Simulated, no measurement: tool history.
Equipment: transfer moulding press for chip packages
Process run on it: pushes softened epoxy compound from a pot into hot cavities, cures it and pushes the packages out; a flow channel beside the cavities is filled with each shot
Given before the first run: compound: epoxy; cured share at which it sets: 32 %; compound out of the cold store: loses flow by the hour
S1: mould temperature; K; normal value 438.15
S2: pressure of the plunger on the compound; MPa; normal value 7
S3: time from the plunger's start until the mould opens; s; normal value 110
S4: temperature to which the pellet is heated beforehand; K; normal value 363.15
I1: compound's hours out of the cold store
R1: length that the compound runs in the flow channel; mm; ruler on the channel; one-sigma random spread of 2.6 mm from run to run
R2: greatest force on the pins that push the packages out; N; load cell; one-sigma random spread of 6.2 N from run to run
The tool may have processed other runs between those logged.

{"run": 1, "day": 0.0, "S1": 438.15, "S2": 7, "S3": 110, "S4": 363.15, "I1": 11.8, "R1": 1025, "R2": 254}
{"run": 2, "day": 0.267, "S1": 438.15, "S2": 7, "S3": 110, "S4": 363.15, "I1": 29.2, "R1": 965, "R2": 239}
{"run": 3, "day": 0.729, "S1": 438.15, "S2": 7, "S3": 110, "S4": 363.15, "I1": 43.4, "R1": 923, "R2": 245}
{"run": 4, "day": 1.0, "S1": 438.15, "S2": 7, "S3": 110, "S4": 363.15, "I1": 41, "R1": 937, "R2": 231}
{"run": 5, "day": 1.2, "S1": 438.15, "S2": 7, "S3": 92, "S4": 363.15, "I1": 14.5, "R1": 1016, "R2": 384}
{"day": 1.675, "done": "cavities cleaned with cleaning compound and waxed"}
{"run": 6, "day": 1.675, "S1": 438.15, "S2": 7, "S3": 92, "S4": 363.15, "I1": 32.8, "R1": 954, "R2": 366}
{"run": 7, "day": 1.962, "S1": 438.15, "S2": 7, "S3": 92, "S4": 363.15, "I1": 45.5, "R1": 923, "R2": 349}
{"run": 8, "day": 2.279, "S1": 438.15, "S2": 7, "S3": 92, "S4": 363.15, "I1": 10.8, "R1": 1029, "R2": 385}
{"run": 9, "day": 2.692, "S1": 438.15, "S2": 7, "S3": 110, "S4": 363.15, "I1": 17.8, "R1": 1003, "R2": 240}
{"run": 10, "day": 2.908, "S1": 438.15, "S2": 7, "S3": 110, "S4": 363.15, "I1": 9.3, "R1": 1031, "R2": 255}
{"run": 11, "day": 3.112, "S1": 438.15, "S2": 7, "S3": 110, "S4": 356.15, "I1": 29.6, "R1": 964, "R2": 251}
{"run": 12, "day": 3.342, "S1": 438.15, "S2": 7, "S3": 110, "S4": 363.15, "I1": 36.4, "R1": 950, "R2": 235}
{"run": 13, "day": 3.812, "S1": 438.15, "S2": 7, "S3": 110, "S4": 363.15, "I1": 20.2, "R1": 996, "R2": 258}
{"run": 14, "day": 4.229, "S1": 438.15, "S2": 7, "S3": 110, "S4": 363.15, "I1": 44.1, "R1": 925, "R2": 233}
{"run": 15, "day": 4.575, "S1": 438.15, "S2": 7, "S3": 110, "S4": 363.15, "I1": 23.3, "R1": 985, "R2": 232}
{"run": 16, "day": 4.921, "S1": 438.15, "S2": 7, "S3": 110, "S4": 363.15, "I1": 47.4, "R1": 915, "R2": 243}
{"run": 17, "day": 5.254, "S1": 430.15, "S2": 7, "S3": 110, "S4": 360.15, "I1": 41.7, "R1": 948, "R2": 434}
{"run": 18, "day": 5.512, "S1": 446.15, "S2": 5.37, "S3": 110, "S4": 360.15, "I1": 34.2, "R1": 817, "R2": 180}
{"run": 19, "day": 5.917, "S1": 439.15, "S2": 7, "S3": 113, "S4": 363.15, "I1": 29.6, "R1": 964, "R2": 218}
{"day": 6.158, "done": "cavities cleaned with cleaning compound and waxed"}
{"run": 20, "day": 6.271, "S1": 438.15, "S2": 7, "S3": 120, "S4": 358.15, "I1": 46.2, "R1": 921, "R2": 199}
{"run": 21, "day": 6.738, "S1": 438.15, "S2": 5.54, "S3": 120, "S4": 370.15, "I1": 13, "R1": 907, "R2": 212}
{"run": 22, "day": 7.196, "S1": 441.15, "S2": 7, "S3": 110, "S4": 363.15, "I1": 26.4, "R1": 968, "R2": 212}
{"run": 23, "day": 7.588, "S1": 441.15, "S2": 7, "S3": 139, "S4": 371.15, "I1": 13, "R1": 1011, "R2": 165}
{"run": 24, "day": 7.925, "S1": 441.15, "S2": 7.43, "S3": 139, "S4": 368.15, "I1": 29.7, "R1": 985, "R2": 170}
{"run": 25, "day": 8.15, "S1": 442.15, "S2": 7.85, "S3": 110, "S4": 363.15, "I1": 10.1, "R1": 1077, "R2": 193}
{"run": 26, "day": 8.375, "S1": 432.15, "S2": 7.85, "S3": 110, "S4": 365.15, "I1": 20.2, "R1": 1077, "R2": 395}
{"run": 27, "day": 8.642, "S1": 438.15, "S2": 8.46, "S3": 140, "S4": 372.15, "I1": 15, "R1": 1111, "R2": 190}
{"run": 28, "day": 9.012, "S1": 432.15, "S2": 5.29, "S3": 148, "S4": 361.15, "I1": 9.2, "R1": 909, "R2": 221}

Alternative continuations, all from the tool just after run 28; predict every row:
{"run": "A", "day": 9.25, "S1": 440.15, "S2": 5.29, "S3": 148, "S4": 356.15, "I1": 45.2, "R1": "?", "R2": "?"}
{"run": "B", "day": 9.25, "S1": 432.15, "S2": 5.29, "S3": 148, "S4": 355.15, "I1": 29.5, "R1": "?", "R2": "?"}
{"run": "C", "day": 9.25, "S1": 438.15, "S2": 7.77, "S3": 91, "S4": 361.15, "I1": 47.3, "R1": "?", "R2": "?"}

run=A R1=796 R2=170
run=B R1=853 R2=218
run=C R1=963 R2=376
The same runs, with their run-to-run variation unchanged, on a tool lacking any hidden condition would have given:
run=A R1=797 R2=167
run=B R1=854 R2=214
run=C R1=965 R2=370
